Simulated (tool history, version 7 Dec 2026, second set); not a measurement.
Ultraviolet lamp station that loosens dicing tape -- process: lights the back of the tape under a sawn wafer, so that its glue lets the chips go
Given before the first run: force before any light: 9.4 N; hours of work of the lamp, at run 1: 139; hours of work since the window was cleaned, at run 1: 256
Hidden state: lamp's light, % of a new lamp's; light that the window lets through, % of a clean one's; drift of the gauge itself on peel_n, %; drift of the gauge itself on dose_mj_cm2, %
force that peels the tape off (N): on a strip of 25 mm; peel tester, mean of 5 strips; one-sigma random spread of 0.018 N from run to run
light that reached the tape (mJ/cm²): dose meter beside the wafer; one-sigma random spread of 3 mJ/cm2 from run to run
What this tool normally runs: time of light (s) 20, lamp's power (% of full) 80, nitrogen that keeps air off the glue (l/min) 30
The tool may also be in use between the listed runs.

| run | hour | time of light (s) | lamp's power (% of full) | nitrogen that keeps air off the glue (l/min) | hours of work of the lamp | hours of work since the window was cleaned | force that peels the tape off (N) | light that reached the tape (mJ/cm²) |
|---|---|---|---|---|---|---|---|---|
| 1 | 0 | 20 | 80 | 30 | 139 | 256 | 1.134 | 389 |
| 2 | 35.9 | 20 | 86 | 30 | 167 | 284 | 1.032 | 421 |
| 3 | 61.7 | 20 | 86 | 12 | 187 | 304 | 1.842 | 412 |
| 4 | 107.1 | 18 | 86 | 12 | 222 | 339 | 2.205 | 359 |
| 5 | 132.3 | 20 | 80 | 30 | 242 | 359 | 1.251 | 368 |
|  | 165.1 | window cleaned of glue's vapour |
| 6 | 183.7 | 20 | 80 | 30 | 281 | 14 | 1.073 | 407 |
| 7 | 224.2 | 20 | 81 | 30 | 313 | 46 | 1.056 | 406 |
| 8 | 272.5 | 20 | 81 | 30 | 350 | 83 | 1.125 | 396 |

Run 9 is up next; what results do you expect?
| 9 | 328 | 20 | 81 | 30 | 393 | 126 | ? | ? |

Run 9 measured force that peels the tape off (N) 1.157, light that reached the tape (mJ/cm²) 385.
With no hidden state in the tool, this same run would have given force that peels the tape off (N) 0.842, light that reached the tape (mJ/cm²) 455.
